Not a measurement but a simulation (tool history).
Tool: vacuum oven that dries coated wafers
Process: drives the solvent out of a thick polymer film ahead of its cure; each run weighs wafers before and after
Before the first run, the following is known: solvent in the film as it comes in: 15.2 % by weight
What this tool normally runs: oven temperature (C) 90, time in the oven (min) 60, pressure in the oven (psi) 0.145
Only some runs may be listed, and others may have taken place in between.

run   hour  oven temperature (C)  time in the oven (min)  pressure in the oven (psi)  solvent left in the film (%)
  1    0.0                    90                      60                       0.145                          1.30
  2   36.8                    90                      60                       0.145                          1.29
  3   77.3                    90                      72                       0.145                          1.14
  4   98.0                    79                      72                       0.145                          2.29
  5  134.2                    90                      60                       0.145                          1.31
  6  171.9                    90                      60                       0.145                          1.34
  7  214.5                    90                      60                       0.145                          1.33
     220.0  -- oven's thermocouples calibrated
  8  245.0                   104                      60                       0.145                          0.59
  9  282.7                    91                      60                       0.145                          1.24
 10  315.0                    91                      60                       0.145                          1.25
 11  359.7                    82                      82                       0.303                          2.69
 12  385.9                    82                      33                       0.303                          5.00
 13  422.7                    82                      51                       0.115                          2.46

Branching from run 13: 5 alternative next runs. What would each branch give?
  A  472.5                   101                      39                       0.158                             ?
  B  472.5                    90                      30                       0.145                             ?
  C  472.5                    90                      67                       0.123                             ?
  D  472.5                    85                      65                       0.193                             ?
  E  472.5                    90                      34                       0.245                             ?

run  solvent left in the film (%)
  A                          1.03
  B                          2.99
  C                          1.08
  D                          1.96
  E                          3.02
Without the tool's unlogged condition, the same runs would have read:
run  solvent left in the film (%)
  A                          0.95
  B                          2.95
  C                          0.91
  D                          1.80
  E                          2.98

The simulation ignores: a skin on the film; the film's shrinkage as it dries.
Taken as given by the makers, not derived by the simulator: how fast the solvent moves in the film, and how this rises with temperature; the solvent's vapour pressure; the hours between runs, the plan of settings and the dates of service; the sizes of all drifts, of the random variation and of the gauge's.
